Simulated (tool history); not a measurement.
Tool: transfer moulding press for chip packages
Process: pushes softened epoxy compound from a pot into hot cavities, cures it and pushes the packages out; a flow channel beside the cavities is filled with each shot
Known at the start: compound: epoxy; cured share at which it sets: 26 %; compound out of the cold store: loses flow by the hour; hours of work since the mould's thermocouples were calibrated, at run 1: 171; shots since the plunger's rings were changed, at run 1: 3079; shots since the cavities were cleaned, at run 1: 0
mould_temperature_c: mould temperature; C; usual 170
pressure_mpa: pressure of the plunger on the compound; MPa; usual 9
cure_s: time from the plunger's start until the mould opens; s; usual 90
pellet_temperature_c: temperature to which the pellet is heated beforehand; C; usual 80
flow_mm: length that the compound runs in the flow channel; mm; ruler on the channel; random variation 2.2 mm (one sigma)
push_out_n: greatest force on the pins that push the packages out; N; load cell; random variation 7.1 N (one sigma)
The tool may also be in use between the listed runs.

run   hour  mould_temperature_c  pressure_mpa  cure_s  pellet_temperature_c  hours of work since the mould's thermocouples were calibrated  shots since the plunger's rings were changed  shots since the cavities were cleaned  incoming compound's hours out of the cold store  flow_mm  push_out_n
  1      0                  170             9      90                    80                                                            171                                          3079                                      0                                             11.3      835         325
  2    6.7                  170             9      90                    80                                                            174                                          3136                                     57                                              9.4      849         372
  3   16.1                  170             9      90                    80                                                            178                                          3216                                    137                                               24      761         379
  4     24                  170             9      90                    80                                                            181                                          3283                                    204                                               33      705         374
  5     32                  170             9      90                    81                                                            185                                          3350                                    271                                             18.8      787         430
  6   41.6                  170             9      90                    81                                                            189                                          3432                                    353                                                9      845         444
  7   51.6                  170             9      90                    81                                                            194                                          3516                                    437                                             41.1      668         417
      53.7  -- cavities cleaned with cleaning compound and waxed
  8   63.9                  170             9      90                    81                                                            198                                          3608                                     86                                             20.1      776         582
  9   73.8                  170             9      73                    80                                                            203                                          3692                                    170                                             27.9      733         915
 10   80.8                  170             9      73                    80                                                            206                                          3751                                    229                                             13.3      813         986
 11     87                  170             9      73                    80                                                            209                                          3804                                    282                                             32.9      703         897
      90.9  -- cavities cleaned with cleaning compound and waxed, once more
 12   94.6                  170             9      73                    80                                                            211                                          3856                                     32                                               34      699         529
 13    103                  170             9      73                    80                                                            215                                          3927                                    103                                             28.9      724         579
 14  109.5                  170             9      90                    80                                                            218                                          3982                                    158                                             47.9      629         349
 15  117.9                  170             9      90                    80                                                            222                                          4054                                    230                                             45.5      638         383
 16  127.1                  175             9      90                    80                                                            226                                          4132                                    308                                             28.2      705         317
 17  134.2                  176         10.33      90                    80                                                            229                                          4192                                    368                                             12.3      843         319
 18  141.8                  170             9      90                    73                                                            232                                          4256                                    432                                             17.8      785         483
     144.4  -- cavities cleaned with cleaning compound and waxed
 19  152.3                  170             9      90                    73                                                            236                                          4332                                     66                                              8.9      840         372
 20  160.5                  170             9      90                    73                                                            240                                          4402                                    136                                             40.4      666         354
 21  169.9                  167           7.2     119                    76                                                            244                                          4482                                    216                                             20.9      697         312

Forecast run 22:
 22  176.7                  177          7.18     129                    75                                                            247                                          4540                                    274                                             27.5        ?           ?

Run 22 gave flow_mm 626 mm, push_out_n 265 N.
Without the tool's hidden state the same run would have given flow_mm 664 mm, push_out_n 200 N.
